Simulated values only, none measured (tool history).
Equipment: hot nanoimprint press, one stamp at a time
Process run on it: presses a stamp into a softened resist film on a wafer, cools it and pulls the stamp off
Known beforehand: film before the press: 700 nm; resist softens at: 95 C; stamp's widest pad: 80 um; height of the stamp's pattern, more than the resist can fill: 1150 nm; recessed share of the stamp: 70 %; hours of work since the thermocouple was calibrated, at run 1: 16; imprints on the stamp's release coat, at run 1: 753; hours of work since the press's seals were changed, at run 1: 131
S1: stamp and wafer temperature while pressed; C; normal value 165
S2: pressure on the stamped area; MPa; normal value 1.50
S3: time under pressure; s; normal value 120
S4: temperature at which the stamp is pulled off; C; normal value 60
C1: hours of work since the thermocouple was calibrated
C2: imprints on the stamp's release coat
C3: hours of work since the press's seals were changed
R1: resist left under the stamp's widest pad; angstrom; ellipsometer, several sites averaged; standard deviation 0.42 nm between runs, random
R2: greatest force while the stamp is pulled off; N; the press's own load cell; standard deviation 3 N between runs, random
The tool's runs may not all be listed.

| run | hour | S1 | S2 | S3 | S4 | C1 | C2 | C3 | R1 | R2 |
|---|---|---|---|---|---|---|---|---|---|---|
| 1 | 0.0 | 165 | 1.50 | 120 | 60 | 16 | 753 | 131 | 3878 | 137 |
| 2 | 6.6 | 165 | 1.50 | 120 | 60 | 19 | 765 | 134 | 3893 | 137 |
| 3 | 17.7 | 165 | 1.50 | 120 | 60 | 23 | 784 | 138 | 3894 | 139 |
| 4 | 28.6 | 165 | 1.50 | 120 | 60 | 28 | 802 | 143 | 3903 | 143 |
| 5 | 37.3 | 165 | 1.50 | 120 | 60 | 32 | 817 | 147 | 3913 | 139 |
| 6 | 47.2 | 165 | 1.50 | 120 | 60 | 36 | 834 | 151 | 3905 | 142 |
| 7 | 57.9 | 165 | 2.04 | 120 | 55 | 41 | 852 | 156 | 3471 | 157 |
| 8 | 62.5 | 155 | 0.92 | 116 | 61 | 43 | 860 | 158 | 5912 | 137 |
| 9 | 71.3 | 154 | 1.50 | 120 | 52 | 46 | 875 | 162 | 5441 | 169 |
| 10 | 80.5 | 154 | 1.50 | 120 | 52 | 50 | 891 | 165 | 5461 | 170 |
| 11 | 87.5 | 165 | 0.99 | 96 | 48 | 53 | 903 | 168 | 4854 | 184 |

Some steps in R1, run to run, broken into two amounts with sign: the step expected even without the hidden condition (settings, incoming material, random variation), and the rest, left for the hidden condition together with whatever gauge scatter is not in both the measured and the hidden-condition-free result:
Unlogged tool condition in this case: true temperature over the reading, C; pressure that arrives at the usual setting, %; grip of the stamp's worn release coat, % over a new coat's; drift of the gauge itself on residual_nm, %; drift of the gauge itself on pull_off_n, %.
Run 7 -> 8: S1 165 -> 155, S2 2.04 -> 0.92, S3 120 -> 116, S4 55 -> 61. R1 +2441 angstrom: hidden state +29, all else +2412.
